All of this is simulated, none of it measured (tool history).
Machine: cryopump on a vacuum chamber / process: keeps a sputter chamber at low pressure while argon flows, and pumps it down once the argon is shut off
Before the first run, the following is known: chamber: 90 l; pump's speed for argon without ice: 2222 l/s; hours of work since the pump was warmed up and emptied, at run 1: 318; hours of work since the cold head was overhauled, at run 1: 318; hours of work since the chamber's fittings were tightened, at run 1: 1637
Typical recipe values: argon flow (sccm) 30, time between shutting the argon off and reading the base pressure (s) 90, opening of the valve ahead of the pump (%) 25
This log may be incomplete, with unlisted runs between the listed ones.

run     day  argon flow (sccm)  time between shutting the argon off and reading the base pressure (s)  opening of the valve ahead of the pump (%)  hours of work since the pump was warmed up and emptied  hours of work since the cold head was overhauled  hours of work since the chamber's fittings were tightened  pressure while argon flows (Pa)  pressure after the wait (uPa)
  1       0                 30                                                                     90                                          25                                                     318                                               318                                                       1637                            0.094                           1.68
  2   0.792                 30                                                                     90                                          25                                                     326                                               326                                                       1646                           0.0929                           1.66
  3   1.688                 30                                                                     90                                          25                                                     336                                               336                                                       1655                           0.0932                           1.74
  4   2.571                 30                                                                     90                                          25                                                     345                                               345                                                       1664                           0.0932                           1.69
  5   3.375                 30                                                                     90                                          25                                                     354                                               354                                                       1673                            0.093                           1.69
  6   4.238                 30                                                                     90                                          25                                                     363                                               363                                                       1682                           0.0939                           1.74
  7    5.15                 30                                                                     90                                          25                                                     372                                               372                                                       1692                           0.0939                           1.71
  8   5.788                 30                                                                     90                                          25                                                     379                                               379                                                       1698                           0.0923                           1.71
  9   6.508                 30                                                                     90                                          25                                                     387                                               387                                                       1706                           0.0941                           1.78
 10   7.008                 30                                                                     90                                          25                                                     392                                               392                                                       1711                           0.0938                           1.73
 11   8.058                 30                                                                     90                                          25                                                     403                                               403                                                       1722                           0.0938                           1.76
 12   8.538                 30                                                                     90                                          25                                                     408                                               408                                                       1727                           0.0939                            1.8
 13   9.529                 30                                                                     90                                          25                                                     419                                               419                                                       1738                           0.0937                           1.81
 14      10                 30                                                                     90                                          22                                                     424                                               424                                                       1743                           0.1065                           1.75
 15  10.575                 16                                                                     90                                          22                                                     430                                               430                                                       1749                           0.0564                           1.74
 16   11.35                 16                                                                     90                                          22                                                     438                                               438                                                       1757                           0.0574                           1.72
 17  12.167                 16                                                                     90                                          22                                                     446                                               446                                                       1766                           0.0575                            1.8
 18  12.962                 16                                                                     90                                          22                                                     455                                               455                                                       1774                           0.0568                           1.82
 19   13.45                 16                                                                     69                                          32                                                     460                                               460                                                       1779                           0.0394                           1.98
 20  14.171                 16                                                                     69                                          32                                                     468                                               468                                                       1787                           0.0385                           2.03
 21  14.771                 14                                                                     30                                          50                                                     474                                               474                                                       1793                            0.023                           3.06
 22  15.425                 14                                                                     30                                          50                                                     481                                               481                                                       1800                           0.0237                           3.02
 23  15.858                 14                                                                     30                                          50                                                     485                                               485                                                       1805                           0.0232                            3.1
 24  16.471                 31                                                                     36                                          34                                                     492                                               492                                                       1811                           0.0722                           2.71
 25  17.158                 20                                                                     90                                          25                                                     499                                               499                                                       1818                           0.0629                            1.8
 26  18.175                 20                                                                     25                                          26                                                     510                                               510                                                       1829                           0.0608                           3.47
 27  19.217                 28                                                                     47                                          25                                                     521                                               521                                                       1840                           0.0885                           2.43
 28  20.133                 28                                                                     47                                          25                                                     531                                               531                                                       1850                            0.087                           2.47
 29  20.971                 28                                                                     47                                          25                                                     539                                               539                                                       1858                           0.0885                           2.42
 30  21.467                 48                                                                     47                                          25                                                     545                                               545                                                       1864                           0.1532                           2.43
 31  21.967                 48                                                                    232                                          29                                                     550                                               550                                                       1869                           0.1309                           1.49
 32  22.658                 30                                                                     44                                          21                                                     557                                               557                                                       1876                           0.1131                            2.5
 33  23.388                 30                                                                     44                                          21                                                     565                                               565                                                       1884                           0.1124                           2.49
 34  23.879                 18                                                                     42                                          18                                                     570                                               570                                                       1889                           0.0777                           2.61

Branching from run 34: 3 alternative next runs. What would each branch give?
  A  24.575                 25                                                                     35                                          21                                                     577                                               577                                                       1896                                ?                              ?
  B  24.575                 17                                                                     90                                          25                                                     577                                               577                                                       1896                                ?                              ?
  C  24.575                 16                                                                    127                                          18                                                     577                                               577                                                       1896                                ?                              ?

run  pressure while argon flows (Pa)  pressure after the wait (uPa)
  A                           0.0946                           2.84
  B                           0.0541                           1.82
  C                           0.0697                           1.76
Stripped of hidden state, with their random variation kept, the same runs would have yielded:
run  pressure while argon flows (Pa)  pressure after the wait (uPa)
  A                           0.0914                           1.74
  B                            0.052                           0.72
  C                           0.0677                            0.6
